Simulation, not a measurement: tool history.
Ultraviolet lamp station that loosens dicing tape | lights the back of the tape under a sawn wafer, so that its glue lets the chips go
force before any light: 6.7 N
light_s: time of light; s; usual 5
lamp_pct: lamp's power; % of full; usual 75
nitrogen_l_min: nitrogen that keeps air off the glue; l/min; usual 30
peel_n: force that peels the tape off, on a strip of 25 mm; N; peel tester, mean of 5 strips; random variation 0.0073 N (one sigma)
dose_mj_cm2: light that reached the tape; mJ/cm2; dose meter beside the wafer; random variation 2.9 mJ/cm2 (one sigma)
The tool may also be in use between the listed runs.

run,day,light_s,lamp_pct,nitrogen_l_min,peel_n,dose_mj_cm2
1,0.000,5,75,30,0.387,344
2,0.662,5,75,30,0.401,346
3,1.296,5,75,30,0.412,340
4,1.783,5,75,30,0.410,344
5,2.071,5,75,30,0.401,344
6,2.458,5,75,30,0.420,342
# day 2.717: window cleaned of glue's vapour
7,2.788,5,75,30,0.341,376
8,3.083,5,75,30,0.333,374
9,3.671,5,75,30,0.332,372
10,4.342,5,75,30,0.340,371
11,4.954,5,84,30,0.274,414
12,5.254,5,62,30,0.510,304
13,5.888,5,62,30,0.510,303
14,6.192,5,75,30,0.339,368
15,6.579,5,75,58,0.256,365
16,6.996,3,67,30,1.173,194
17,7.367,9,75,30,0.160,654
18,7.992,6,75,28,0.266,441
19,8.342,6,77,13,0.381,446
20,8.975,6,77,13,0.384,443
21,9.675,3,73,29,1.084,210
22,10.338,3,73,29,1.059,208
23,10.842,6,63,30,0.361,361
24,11.467,2,75,30,1.830,141
25,12.092,2,73,30,1.898,136
26,12.450,5,66,50,0.375,313
27,13.008,3,97,14,1.005,274
28,13.508,3,97,14,1.011,273
29,13.954,4,73,19,0.820,272
30,14.254,3,75,30,1.048,212

Some steps in peel_n between neighbouring runs. How much of each would the tool show without its hidden state too (settings, what came in, random variation), and how much is left for the hidden state, with any gauge scatter that isn't in both results?
The hidden state here: lamp's light, % of a new lamp's; light that the window lets through, % of a clean one's; drift of the gauge itself on peel_n, %; drift of the gauge itself on dose_mj_cm2, %.
Run 16 -> 17: light_s 3 -> 9, lamp_pct 67 -> 75. peel_n -1.013 N: hidden state -0.232, all else -0.781.
Run 23 -> 24: light_s 6 -> 2, lamp_pct 63 -> 75. peel_n +1.469 N: hidden state +0.258, all else +1.211.
Run 25 -> 26: light_s 2 -> 5, lamp_pct 73 -> 66, nitrogen_l_min 30 -> 50. peel_n -1.523 N: hidden state -0.259, all else -1.264.
